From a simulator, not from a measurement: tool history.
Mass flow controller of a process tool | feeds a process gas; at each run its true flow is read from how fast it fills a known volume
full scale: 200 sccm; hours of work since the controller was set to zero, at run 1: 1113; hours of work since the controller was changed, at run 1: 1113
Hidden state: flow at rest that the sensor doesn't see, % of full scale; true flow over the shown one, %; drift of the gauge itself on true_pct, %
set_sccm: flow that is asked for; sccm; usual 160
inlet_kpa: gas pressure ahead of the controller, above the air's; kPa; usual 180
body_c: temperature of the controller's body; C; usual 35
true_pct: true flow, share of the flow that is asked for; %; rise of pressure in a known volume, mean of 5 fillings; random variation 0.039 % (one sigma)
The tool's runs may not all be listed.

| run | day | set_sccm | inlet_kpa | body_c | hours of work since the controller was set to zero | hours of work since the controller was changed | true_pct |
|---|---|---|---|---|---|---|---|
| 1 | 0 | 160 | 180 | 35 | 1113 | 1113 | 98.89 |
| 2 | 3.808 | 160 | 180 | 35 | 1149 | 1149 | 98.97 |
| 3 | 7.383 | 160 | 180 | 35 | 1183 | 1183 | 98.88 |
| 4 | 11.479 | 160 | 180 | 35 | 1222 | 1222 | 98.84 |
| 5 | 14.492 | 160 | 156 | 35 | 1251 | 1251 | 98.69 |
| 6 | 18.225 | 160 | 156 | 35 | 1286 | 1286 | 98.68 |
| 7 | 21.75 | 160 | 180 | 24 | 1320 | 1320 | 99.63 |
| 8 | 25.529 | 160 | 180 | 24 | 1356 | 1356 | 99.72 |
| 9 | 28.312 | 160 | 180 | 24 | 1382 | 1382 | 99.73 |
| 10 | 30.412 | 160 | 180 | 24 | 1402 | 1402 | 99.72 |
| 11 | 34.142 | 70 | 146 | 31 | 1438 | 1438 | 98.47 |

Run 12 comes next. What will it give?
| 12 | 37.462 | 70 | 146 | 31 | 1469 | 1469 | ? |

{"run 12": {"true_pct": 98.47}}
Without the tool's hidden state the same run would have given true_pct 98.17 %.
